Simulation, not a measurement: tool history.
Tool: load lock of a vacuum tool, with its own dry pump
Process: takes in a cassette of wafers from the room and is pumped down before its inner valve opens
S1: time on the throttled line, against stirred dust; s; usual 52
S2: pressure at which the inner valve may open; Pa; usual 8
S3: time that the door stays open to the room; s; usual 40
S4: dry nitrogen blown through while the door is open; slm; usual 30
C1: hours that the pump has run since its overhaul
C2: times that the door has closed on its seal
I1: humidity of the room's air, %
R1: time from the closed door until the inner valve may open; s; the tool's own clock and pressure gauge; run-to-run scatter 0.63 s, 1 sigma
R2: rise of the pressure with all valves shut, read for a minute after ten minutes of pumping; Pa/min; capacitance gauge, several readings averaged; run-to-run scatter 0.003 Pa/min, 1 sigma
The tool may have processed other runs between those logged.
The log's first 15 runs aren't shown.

run	hour	S1	S2	S3	S4	C1	C2	I1	R1	R2
16	3170.4	52	8	40	30	14743	8393	44.0	97.4	0.027
17	3303.6	52	8	40	30	14876	8721	40.9	97.2	0.027
18	3530.9	52	8	40	30	15103	9278	46.4	97.4	0.030
19	3793.8	52	9	40	13	15366	9924	43.8	97.3	0.033
20	4037.9	52	9	92	28	15610	10523	43.8	97.8	0.036
21	4292.8	38	8	40	30	15865	11149	42.3	88.6	0.031
22	4519.0	52	8	40	16	16092	11704	42.4	99.0	0.033
23	4638.4	52	8	40	16	16211	11997	44.0	99.0	0.040
24	4905.2	45	16	55	9	16478	12652	46.7	89.6	0.048

What will run 25 give?
25	5091.1	45	16	55	9	16664	13108	45.8	?	?

Run 25 measured R1 88.9 s, R2 0.045 Pa/min.
With no hidden state in the tool, this same run would have given R1 82.8 s, R2 0.026 Pa/min.

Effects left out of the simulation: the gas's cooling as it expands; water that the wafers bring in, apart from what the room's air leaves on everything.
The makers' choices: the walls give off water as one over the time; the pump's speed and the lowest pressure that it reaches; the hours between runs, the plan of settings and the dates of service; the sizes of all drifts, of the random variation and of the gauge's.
